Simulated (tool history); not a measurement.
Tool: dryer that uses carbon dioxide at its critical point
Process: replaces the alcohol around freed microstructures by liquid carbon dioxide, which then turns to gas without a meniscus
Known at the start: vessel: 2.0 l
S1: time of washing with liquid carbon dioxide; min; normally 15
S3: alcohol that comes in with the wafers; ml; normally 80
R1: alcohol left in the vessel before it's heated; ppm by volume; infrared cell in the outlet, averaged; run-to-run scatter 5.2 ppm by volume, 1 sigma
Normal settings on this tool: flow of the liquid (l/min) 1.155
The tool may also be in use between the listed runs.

run 1 day=0 | S1=15 flow_of_the_liquid_(l/min)=1.155 S3=80 | R1=106
run 2 day=1.55 | S1=15 flow_of_the_liquid_(l/min)=1.155 S3=80 | R1=104
run 3 day=2.9 | S1=15 flow_of_the_liquid_(l/min)=1.155 S3=80 | R1=114
run 4 day=4.021 | S1=15 flow_of_the_liquid_(l/min)=1.155 S3=80 | R1=105
run 5 day=5.083 | S1=15 flow_of_the_liquid_(l/min)=1.62 S3=80 | R1=22
run 6 day=6.429 | S1=15 flow_of_the_liquid_(l/min)=1.62 S3=80 | R1=31
run 7 day=7.142 | S1=15 flow_of_the_liquid_(l/min)=1.62 S3=80 | R1=27
run 8 day=8.4 | S1=15 flow_of_the_liquid_(l/min)=1.62 S3=80 | R1=33
run 9 day=9.338 | S1=15 flow_of_the_liquid_(l/min)=1.62 S3=80 | R1=38
run 10 day=10.408 | S1=15 flow_of_the_liquid_(l/min)=1.155 S3=80 | R1=122
run 11 day=11.542 | S1=15 flow_of_the_liquid_(l/min)=1.155 S3=80 | R1=129
run 12 day=12.667 | S1=15 flow_of_the_liquid_(l/min)=1.155 S3=80 | R1=128
run 13 day=13.804 | S1=15 flow_of_the_liquid_(l/min)=1.155 S3=80 | R1=134
run 14 day=15 | S1=12 flow_of_the_liquid_(l/min)=1.155 S3=80 | R1=368
run 15 day=16.2 | S1=12 flow_of_the_liquid_(l/min)=1.155 S3=80 | R1=372
run 16 day=17.208 | S1=12 flow_of_the_liquid_(l/min)=1.155 S3=80 | R1=387
run 17 day=18 | S1=17 flow_of_the_liquid_(l/min)=1.155 S3=80 | R1=87
run 18 day=19.588 | S1=15 flow_of_the_liquid_(l/min)=1.4 S3=80 | R1=70
run 19 day=21.062 | S1=10 flow_of_the_liquid_(l/min)=1.16 S3=24 | R1=269
run 20 day=22.112 | S1=10 flow_of_the_liquid_(l/min)=1.16 S3=64 | R1=656
run 21 day=23.133 | S1=11 flow_of_the_liquid_(l/min)=1.155 S3=27 | R1=217
run 22 day=24.462 | S1=11 flow_of_the_liquid_(l/min)=1.155 S3=27 | R1=231
run 23 day=25.192 | S1=16 flow_of_the_liquid_(l/min)=1.155 S3=25 | R1=79
run 24 day=26.129 | S1=16 flow_of_the_liquid_(l/min)=1.155 S3=25 | R1=73
run 25 day=26.942 | S1=23 flow_of_the_liquid_(l/min)=0.73 S3=106 | R1=220
run 26 day=28.317 | S1=13 flow_of_the_liquid_(l/min)=1.31 S3=26 | R1=96
run 27 day=29.629 | S1=13 flow_of_the_liquid_(l/min)=0.73 S3=26 | R1=568
run 28 day=31.088 | S1=12 flow_of_the_liquid_(l/min)=0.8 S3=39 | R1=817
run 29 day=32.608 | S1=14 flow_of_the_liquid_(l/min)=0.84 S3=48 | R1=487
run 30 day=34.029 | S1=17 flow_of_the_liquid_(l/min)=1.38 S3=23 | R1=68
run 31 day=34.808 | S1=11 flow_of_the_liquid_(l/min)=0.7 S3=59 | R1=2232
run 32 day=35.646 | S1=15 flow_of_the_liquid_(l/min)=0.89 S3=28 | R1=214
run 33 day=37.2 | S1=15 flow_of_the_liquid_(l/min)=0.89 S3=28 | R1=213
-- day=38.225 inlet filter changed
run 34 day=38.533 | S1=15 flow_of_the_liquid_(l/min)=0.81 S3=40 | R1=326

Each row is a separate what-if for the run after 34, all from the same tool condition, not one after another. Results?
run A day=40.029 | S1=10 flow_of_the_liquid_(l/min)=1.155 S3=80 | R1=?
run B day=40.029 | S1=15 flow_of_the_liquid_(l/min)=0.81 S3=24 | R1=?
run C day=40.029 | S1=15 flow_of_the_liquid_(l/min)=1.5 S3=21 | R1=?
run D day=40.029 | S1=10 flow_of_the_liquid_(l/min)=0.9 S3=80 | R1=?
run E day=40.029 | S1=15 flow_of_the_liquid_(l/min)=0.81 S3=54 | R1=?

run=A R1=730
run=B R1=220
run=C R1=81
run=D R1=1660
run=E R1=413
Without the tool's hidden state the same runs would have given:
run=A R1=641
run=B R1=148
run=C R1=11
run=D R1=1555
run=E R1=334
